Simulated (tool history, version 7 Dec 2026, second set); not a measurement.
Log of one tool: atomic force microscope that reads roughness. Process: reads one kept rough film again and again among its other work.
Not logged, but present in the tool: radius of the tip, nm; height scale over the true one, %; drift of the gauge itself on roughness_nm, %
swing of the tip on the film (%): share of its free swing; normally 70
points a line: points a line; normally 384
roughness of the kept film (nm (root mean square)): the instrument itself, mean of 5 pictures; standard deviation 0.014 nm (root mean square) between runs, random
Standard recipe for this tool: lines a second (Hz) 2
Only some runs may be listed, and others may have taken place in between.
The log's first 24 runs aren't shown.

| run | day | lines a second (Hz) | swing of the tip on the film (%) | points a line | pictures with this tip | hours of work since the height scale was calibrated | roughness of the kept film (nm (root mean square)) |
|---|---|---|---|---|---|---|---|
| 25 | 22.362 | 0.82 | 67 | 830 | 120 | 515 | 3.651 |
|  | 22.825 | new tip fitted |
| 26 | 23.092 | 2 | 88 | 319 | 12 | 525 | 2.932 |
| 27 | 23.917 | 1.23 | 86 | 542 | 46 | 536 | 3.269 |
| 28 | 25.062 | 1.21 | 82 | 794 | 93 | 552 | 3.344 |
| 29 | 25.617 | 1.21 | 62 | 794 | 116 | 559 | 3.65 |
|  | 26.188 | new tip fitted |
| 30 | 26.529 | 2.12 | 64 | 839 | 14 | 571 | 3.533 |
| 31 | 27.5 | 2.42 | 83 | 279 | 55 | 585 | 2.939 |
| 32 | 28.096 | 1.35 | 68 | 668 | 79 | 593 | 3.544 |
| 33 | 29.392 | 3.41 | 80 | 668 | 133 | 610 | 2.878 |

Consider 3 possible next runs. They are alternatives, not a sequence: every one starts from the tool as it was left by run 33. What does each give?
|  | 29.604 | new tip fitted |
| A | 30.7 | 3.21 | 60 | 271 | 45 | 628 | ? |
|  | 29.604 | new tip fitted |
| B | 30.7 | 3.32 | 70 | 384 | 45 | 628 | ? |
|  | 29.604 | new tip fitted |
| C | 30.7 | 0.97 | 74 | 714 | 45 | 628 | ? |

| run | roughness of the kept film (nm (root mean square)) |
|---|---|
| A | 3.336 |
| B | 3.19 |
| C | 3.556 |
Without the tool's hidden state the same runs would have given:
| run | roughness of the kept film (nm (root mean square)) |
|---|---|
| A | 3.344 |
| B | 3.198 |
| C | 3.564 |
